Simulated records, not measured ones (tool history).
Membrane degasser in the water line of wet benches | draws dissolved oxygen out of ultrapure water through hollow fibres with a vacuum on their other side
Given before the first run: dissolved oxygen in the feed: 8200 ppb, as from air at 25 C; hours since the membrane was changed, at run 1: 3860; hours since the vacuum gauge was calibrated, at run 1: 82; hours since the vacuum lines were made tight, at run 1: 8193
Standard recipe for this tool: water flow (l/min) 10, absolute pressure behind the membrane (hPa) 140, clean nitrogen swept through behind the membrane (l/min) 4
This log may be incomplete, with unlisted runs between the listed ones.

run     day  water flow (l/min)  absolute pressure behind the membrane (hPa)  clean nitrogen swept through behind the membrane (l/min)  hours since the membrane was changed  hours since the vacuum gauge was calibrated  hours since the vacuum lines were made tight  dissolved oxygen in the water behind the degasser (ppb)  pressure that the water loses in the fibres (hPa)
  1       0                  10                                          140                                                         4                                  3860                                           82                                          8193                                                    416.9                                              554.7
  2   4.988                  10                                          140                                                         4                                  3979                                          202                                          8313                                                    424.3                                              558.7
  3   9.433                  10                                          140                                                         4                                  4086                                          308                                          8419                                                    410.8                                              559.8
  4  12.658                  10                                          140                                                         4                                  4164                                          386                                          8497                                                    419.9                                              558.3
  5  17.792                  10                                          140                                                      3.07                                  4287                                          509                                          8620                                                      436                                              558.5
  6  20.888                  10                                          140                                                      3.07                                  4361                                          583                                          8694                                                    444.1                                              557.3
  7  24.892                  10                                          140                                                      3.07                                  4457                                          679                                          8790                                                    444.2                                              558.9
  8   29.55                  10                                          140                                                      5.73                                  4569                                          791                                          8902                                                    404.7                                                561
  9  33.879                  10                                          140                                                      5.73                                  4673                                          895                                          9006                                                    404.4                                              557.7
 10  37.929                  10                                          140                                                         4                                  4770                                          992                                          9103                                                    423.6                                              565.4
 11  40.229                  10                                          140                                                         4                                  4825                                         1048                                          9158                                                    422.5                                              562.7
 12  43.467                  10                                          140                                                         4                                  4903                                         1125                                          9236                                                    427.8                                              563.6
 13  46.079                  10                                          140                                                         4                                  4966                                         1188                                          9299                                                    420.1                                              561.2
 14  49.812                  15                                          140                                                      2.08                                  5055                                         1278                                          9388                                                    767.3                                              846.7
 15  52.258                   6                                           86                                                      1.93                                  5114                                         1336                                          9447                                                    211.4                                              337.8

What will run 16 give?
     52.692  -- vacuum gauge calibrated
 16  55.6                   6                                           86                                                      1.93                                  5194                                           70                                          9527                                                        ?                                                  ?

{"run 16": {"dissolved oxygen in the water behind the degasser (ppb)": 210.3, "pressure that the water loses in the fibres (hPa)": 339.3}}
On a tool with no hidden condition, and with the same random variation, this run would have come out at dissolved oxygen in the water behind the degasser (ppb) 176.6, pressure that the water loses in the fibres (hPa) 322.4.
